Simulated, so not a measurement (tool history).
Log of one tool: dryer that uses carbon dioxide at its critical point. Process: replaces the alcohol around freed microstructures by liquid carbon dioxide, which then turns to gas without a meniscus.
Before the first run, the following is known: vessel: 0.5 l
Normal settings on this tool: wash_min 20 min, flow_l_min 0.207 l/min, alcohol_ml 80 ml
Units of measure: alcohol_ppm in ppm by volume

Run 1, hour 0: usual settings. Result: alcohol_ppm 612 ppm by volume.
Run 2, hour 43.1: usual settings but alcohol_ml 74 ml. Result: alcohol_ppm 609 ppm by volume.
Run 3, hour 89.2: usual settings but flow_l_min 0.22 l/min. Result: alcohol_ppm 494 ppm by volume.
Run 4, hour 129.1: usual settings but flow_l_min 0.22 l/min. Result: alcohol_ppm 513 ppm by volume.
Run 5, hour 169.2: usual settings but flow_l_min 0.349 l/min. Result: alcohol_ppm 177 ppm by volume.
Run 6, hour 205.5: usual settings but wash_min 28 min, flow_l_min 0.3 l/min, alcohol_ml 30 ml. Result: alcohol_ppm 172 ppm by volume.
Run 7, hour 232.1: usual settings but wash_min 14 min, flow_l_min 0.187 l/min, alcohol_ml 84 ml. Result: alcohol_ppm 5122 ppm by volume.
Run 8, hour 265.8: usual settings but wash_min 14 min, flow_l_min 0.187 l/min, alcohol_ml 63 ml. Result: alcohol_ppm 3933 ppm by volume.
Run 9, hour 312.5: usual settings but wash_min 17 min, alcohol_ml 57 ml. Result: alcohol_ppm 1226 ppm by volume.
Run 10, hour 335.2: usual settings but wash_min 21 min, flow_l_min 0.204 l/min, alcohol_ml 36 ml. Result: alcohol_ppm 431 ppm by volume.

4 options for the next run, each taken on its own from the tool as it stands now. Forecast them:
Run A, hour 372.7: usual settings but wash_min 14 min, flow_l_min 0.204 l/min, alcohol_ml 49 ml. Result: alcohol_ppm ?.
Run B, hour 372.7: usual settings but wash_min 14 min, flow_l_min 0.212 l/min, alcohol_ml 40 ml. Result: alcohol_ppm ?.
Run C, hour 372.7: usual settings but flow_l_min 0.247 l/min, alcohol_ml 73 ml. Result: alcohol_ppm ?.
Run D, hour 372.7: usual settings but wash_min 23 min, flow_l_min 0.132 l/min, alcohol_ml 36 ml. Result: alcohol_ppm ?.

run  alcohol_ppm
  A         2420
  B         1766
  C          393
  D         1602
Take away the tool's hidden state, keep each run's random variation, and the runs would have read:
run  alcohol_ppm
  A         1377
  B          955
  C           96
  D          854

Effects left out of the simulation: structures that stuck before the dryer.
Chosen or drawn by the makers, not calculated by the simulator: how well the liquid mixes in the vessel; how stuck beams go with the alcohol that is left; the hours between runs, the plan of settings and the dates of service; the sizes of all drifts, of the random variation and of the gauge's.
